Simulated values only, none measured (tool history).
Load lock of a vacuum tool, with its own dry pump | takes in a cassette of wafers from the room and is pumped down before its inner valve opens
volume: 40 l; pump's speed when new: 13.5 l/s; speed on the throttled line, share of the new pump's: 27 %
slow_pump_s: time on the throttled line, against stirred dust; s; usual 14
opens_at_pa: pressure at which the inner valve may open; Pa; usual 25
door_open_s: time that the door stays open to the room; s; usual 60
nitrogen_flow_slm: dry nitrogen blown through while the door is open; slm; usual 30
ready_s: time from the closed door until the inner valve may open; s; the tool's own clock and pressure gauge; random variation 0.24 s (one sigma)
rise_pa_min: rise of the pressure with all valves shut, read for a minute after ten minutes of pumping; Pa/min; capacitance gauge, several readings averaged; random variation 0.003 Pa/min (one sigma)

run,hour,slow_pump_s,opens_at_pa,door_open_s,nitrogen_flow_slm,"incoming humidity of the room's air, %",ready_s,rise_pa_min
1,0,14,25,60,30,43.5,34.9,0.018
2,77.2,14,25,60,30,48.2,35.1,0.02
3,156.9,14,25,60,30,47.2,35,0.015
4,231.1,21,25,60,30,49.6,39.8,0.02
5,286.6,21,25,60,30,46.7,39.6,0.017
6,386.7,21,25,60,30,43.5,39.3,0.018
7,493.3,21,25,60,30,44,39.7,0.014
8,573.6,11,24,36,9,44.4,32.9,0.028
9,664.7,11,24,36,9,46.1,32.6,0.023
10,722.6,11,24,36,9,44.1,32.1,0.014
11,798.3,7,45,142,8,44,27.6,0.044
12,860.1,14,26,44,30,46.8,34.5,0.018
13,930.3,18,25,60,30,45.4,37.7,0.016
14,1033.6,18,40,60,5,43.8,36.1,0.036

5 ways to go on from here, each from the tool as it stands after run 14. What would each give?
A,1139.7,27,40,68,5,44.5,?,?
B,1139.7,14,25,60,21,46.8,?,?
C,1139.7,18,42,60,22,45.1,?,?
D,1139.7,18,40,111,6,44.9,?,?
E,1139.7,14,25,157,30,44.9,?,?

run,ready_s,rise_pa_min
A,43,0.036
B,35,0.019
C,36.1,0.021
D,36.3,0.047
E,34.4,0.026
Without the tool's hidden state the same runs would have given:
run,ready_s,rise_pa_min
A,43,0.035
B,35,0.018
C,36.1,0.02
D,36.3,0.045
E,34.4,0.025
